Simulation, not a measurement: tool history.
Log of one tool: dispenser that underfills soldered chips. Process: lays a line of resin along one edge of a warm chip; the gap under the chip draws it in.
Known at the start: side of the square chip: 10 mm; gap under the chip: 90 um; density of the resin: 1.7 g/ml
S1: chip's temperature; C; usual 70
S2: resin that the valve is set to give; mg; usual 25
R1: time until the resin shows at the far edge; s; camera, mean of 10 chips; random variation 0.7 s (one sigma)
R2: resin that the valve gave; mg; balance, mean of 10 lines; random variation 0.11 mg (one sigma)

run,hour,S1,S2,R1,R2
1,0,70,25,67.9,24.34
2,7.3,77,25,60.5,23.96
# hour 9.4: new syringe of resin
3,11.4,77,29.5,50,28.12
4,16.9,77,29.5,59.5,28.16
# hour 20: new syringe of resin
5,21.7,70,25,69.3,23.75
6,25.6,70,25,78.7,23.96
# hour 30.8: new syringe of resin
7,31.9,70,25,67.5,23.64
8,37.5,70,25,84.4,23.71
# hour 41.5: new syringe of resin
9,43.2,70,25,71.6,23.72
10,47.7,70,25,81.8,23.75
11,51.4,84,25,44.7,23.65
# hour 52.3: new syringe of resin
12,57.1,76,25,57,23.54
13,61.5,76,25,67.4,23.5
# hour 63: new syringe of resin
14,66.9,76,25,56.2,23.21
15,71.9,70,25,88.4,23.15
# hour 73.5: new syringe of resin
16,79.2,70,22.4,82.7,20.69
# hour 84.2: new syringe of resin
17,84.7,60,22.4,120.5,20.6
18,91.1,79,22.6,54.1,20.94
# hour 94.9: new syringe of resin
19,97.2,79,22.6,46.6,20.82
20,104.6,59,26.5,170.7,24.23
# hour 105.9: new syringe of resin
21,111.3,58,22.2,159.7,20.11
# hour 113.9: dispensing valve cleaned and set on the balance
22,116.2,58,22.2,185.3,22.13
# hour 117.8: new syringe of resin
23,123.6,58,22.2,162.9,22.25
# hour 128.5: new syringe of resin
24,128.7,58,22.2,132.6,22.11
25,134.5,70,23.1,83,22.78
# hour 139.5: new syringe of resin
26,140.8,56,30.5,149.1,30.27
27,143.9,60,31.6,132.8,31.18
# hour 150.3: new syringe of resin
28,150.7,73,24.3,57.9,23.84
29,155.9,78,24.3,53.9,23.84
30,158.9,69,26.1,93.6,25.53
# hour 160.9: new syringe of resin
31,164.3,82,24.9,41.9,24.28

3 ways to go on from here, each from the tool as it stands after run 31. What would each give?
# hour 171.5: new syringe of resin
A,171.5,65,24.4,?,?
# hour 171.5: new syringe of resin
B,171.5,62,24.9,?,?
# hour 171.5: new syringe of resin
C,171.5,82,22.4,?,?

run,R1,R2
A,91,23.61
B,105.8,24.12
C,37.3,21.79
Without the tool's hidden state the same runs would have given:
run,R1,R2
A,84.3,24.33
B,98,24.85
C,34.7,22.46
